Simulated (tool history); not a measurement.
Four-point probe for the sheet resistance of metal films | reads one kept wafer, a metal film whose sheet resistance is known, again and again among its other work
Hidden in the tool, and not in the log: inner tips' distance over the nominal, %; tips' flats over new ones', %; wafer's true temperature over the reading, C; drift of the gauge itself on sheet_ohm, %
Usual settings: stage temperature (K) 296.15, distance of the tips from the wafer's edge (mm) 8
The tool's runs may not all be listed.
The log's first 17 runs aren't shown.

run	day	stage temperature (K)	distance of the tips from the wafer's edge (mm)	touches since the probe head was changed	hours of work since the stage's thermometer was calibrated	sheet resistance as the instrument gives it (ohm/square)
# day 23.429: new probe head fitted
18	24.479	296.15	8	1341	1087	0.171502
19	25.538	293.15	5	2697	1107	0.172718
20	26.392	293.15	5	3787	1123	0.172699
21	27.588	291.15	7	5317	1146	0.172182
# day 27.762: stage's thermometer calibrated
22	29.138	306.15	8	7271	26	0.170131
23	30.254	300.15	4	8700	47	0.172528
24	32.096	293.15	6	11052	82	0.172003
25	33.008	295.15	17	12221	99	0.170829
# day 33.95: stage's thermometer calibrated, once more
26	34.896	296.15	6	14606	18	0.171735
27	36.425	303.15	4	16559	47	0.172157
28	37.621	303.15	4	18088	69	0.172133
29	39.45	308.15	18	20428	104	0.169337
30	41.017	298.15	6	22430	133	0.171357
31	42.017	297.15	8	23708	152	0.170929
32	43	297.15	8	24967	171	0.170878
33	44.075	298.15	18	26343	191	0.170304
34	45.208	302.15	31	27791	213	0.169748
35	47.096	302.15	35	30206	248	0.169642

Forecast each of these 3 alternatives for the next run:
A	48.642	302.15	7	32178	277	?
B	48.642	300.15	35	32178	277	?
C	48.642	299.15	17	32178	277	?

run	sheet resistance as the instrument gives it (ohm/square)
A	0.170292
B	0.16986
C	0.169994
Without the tool's hidden state the same runs would have given:
run	sheet resistance as the instrument gives it (ohm/square)
A	0.171332
B	0.170898
C	0.171033
